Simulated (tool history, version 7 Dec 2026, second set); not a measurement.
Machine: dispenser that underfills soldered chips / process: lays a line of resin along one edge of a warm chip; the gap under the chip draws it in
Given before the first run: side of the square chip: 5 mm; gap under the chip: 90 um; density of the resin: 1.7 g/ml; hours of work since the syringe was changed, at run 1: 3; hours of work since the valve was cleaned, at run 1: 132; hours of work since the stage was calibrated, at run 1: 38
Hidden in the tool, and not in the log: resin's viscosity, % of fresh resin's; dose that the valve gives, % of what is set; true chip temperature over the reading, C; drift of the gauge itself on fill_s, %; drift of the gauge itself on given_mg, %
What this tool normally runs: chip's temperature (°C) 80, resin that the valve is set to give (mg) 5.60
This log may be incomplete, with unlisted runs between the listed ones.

run,hour,chip's temperature (°C),resin that the valve is set to give (mg),hours of work since the syringe was changed,hours of work since the valve was cleaned,hours of work since the stage was calibrated,time until the resin shows at the far edge (s),resin that the valve gave (mg)
1,0.0,80,5.60,3,132,38,10.0,4.97
2,3.7,80,7.07,6,134,41,10.5,6.30
# hour 5.4: new syringe of resin
3,6.0,80,7.07,0,135,42,8.5,6.26
4,9.3,80,7.07,3,138,44,9.1,6.29
5,11.9,88,7.07,4,139,46,6.9,6.25
# hour 16.1: new syringe of resin
6,16.1,88,7.07,0,142,49,6.1,6.21
7,19.9,88,7.07,3,144,51,6.5,6.22
8,23.9,88,7.07,5,147,54,7.1,6.23
# hour 25.1: dispensing valve cleaned and set on the balance
# hour 27.7: new syringe of resin
9,29.5,88,7.07,1,3,57,6.3,7.09
10,33.6,88,7.17,4,5,59,6.9,7.11
11,37.4,88,7.17,7,8,62,7.3,7.03
# hour 38.4: new syringe of resin
12,41.6,88,7.17,2,11,65,6.6,7.08
13,44.0,80,5.60,4,12,66,9.7,5.49
14,48.2,80,5.60,7,15,69,10.6,5.56
# hour 49.0: new syringe of resin
15,50.7,80,5.60,1,17,70,8.7,5.52
16,53.0,94,5.60,3,18,72,5.2,5.51
17,56.7,94,5.60,5,21,74,5.5,5.54
# hour 59.5: new syringe of resin
18,60.6,94,5.60,1,23,77,4.9,5.49
19,64.0,88,6.33,3,25,79,6.7,6.22
20,67.4,88,6.33,5,28,81,6.9,6.17
# hour 70.1: new syringe of resin
21,71.3,88,6.38,1,30,84,6.1,6.26
22,73.4,79,6.77,2,31,85,9.4,6.62
23,77.6,79,6.77,5,34,88,10.2,6.58
# hour 80.7: new syringe of resin
24,80.8,76,6.20,0,36,90,9.7,6.01
25,84.1,76,6.20,2,38,92,10.5,6.01
26,86.6,86,6.95,4,40,94,7.3,6.71
27,89.5,81,6.96,6,42,96,9.4,6.73
# hour 91.5: new syringe of resin
28,94.3,93,6.59,2,45,99,5.2,6.36
29,96.7,70,6.39,3,47,101,14.6,6.13
30,101.0,85,6.30,6,50,103,8.5,6.05
# hour 102.0: new syringe of resin
31,105.5,74,5.74,2,52,106,11.5,5.48
32,108.9,74,5.74,5,55,109,12.5,5.44
# hour 112.6: new syringe of resin
33,113.4,74,5.74,1,57,111,11.1,5.50
34,116.3,84,7.10,3,59,113,7.6,6.72
35,119.3,85,5.45,5,61,115,8.0,5.20

Same runs, no hidden state in the tool, same run-to-run variation:
run,time until the resin shows at the far edge (s),resin that the valve gave (mg)
1,8.9,5.57
2,8.8,7.07
3,8.5,7.04
4,8.6,7.09
5,6.1,7.05
6,6.2,7.03
7,6.2,7.05
8,6.1,7.08
9,6.2,7.12
10,6.3,7.16
11,6.1,7.09
12,6.3,7.16
13,8.8,5.56
14,8.8,5.63
15,8.6,5.61
16,4.9,5.61
17,4.8,5.64
18,5.0,5.60
19,6.3,6.35
20,6.0,6.32
21,6.1,6.42
22,9.0,6.80
23,8.9,6.77
24,10.2,6.20
25,10.2,6.21
26,6.8,6.94
27,8.2,6.96
28,5.0,6.60
29,13.4,6.37
30,7.1,6.30
31,11.1,5.73
32,11.3,5.69
33,11.3,5.77
34,7.3,7.05
35,7.2,5.47
